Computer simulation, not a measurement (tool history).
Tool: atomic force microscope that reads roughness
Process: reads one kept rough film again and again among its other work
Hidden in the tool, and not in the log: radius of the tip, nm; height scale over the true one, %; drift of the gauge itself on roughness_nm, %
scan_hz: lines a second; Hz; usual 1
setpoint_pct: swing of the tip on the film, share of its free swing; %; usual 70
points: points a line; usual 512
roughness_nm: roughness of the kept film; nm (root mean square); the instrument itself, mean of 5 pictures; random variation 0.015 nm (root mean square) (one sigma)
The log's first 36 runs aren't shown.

run,day,scan_hz,setpoint_pct,points,pictures with this tip,hours of work since the height scale was calibrated,roughness_nm
37,38.529,2.23,65,565,191,31,3.386
38,39.838,1.11,69,512,252,56,3.414
39,40.471,1.11,69,512,282,67,3.365
40,41.171,1.11,69,512,315,80,3.301
# day 41.433: new tip fitted
41,41.917,1.11,88,375,23,94,3.461
42,42.779,1.11,88,375,63,110,3.397
43,44.154,1.11,88,375,128,135,3.343
44,45.358,1.11,88,375,185,158,3.297
45,46.667,1,68,512,247,182,3.452
46,48.092,2,88,662,314,208,2.948
# day 48.329: new tip fitted
47,49.192,1.15,82,662,41,228,3.534
48,50.321,2.93,72,311,94,249,3.305

Forecast each of these 4 alternatives for the next run:
A,51.654,2.93,76,311,157,274,?
B,51.654,0.67,58,653,157,274,?
C,51.654,1.73,83,859,157,274,?
D,51.654,0.6,64,416,157,274,?

run,roughness_nm
A,3.132
B,3.627
C,3.241
D,3.624
Without the tool's hidden state the same runs would have given:
run,roughness_nm
A,3.314
B,3.838
C,3.43
D,3.834
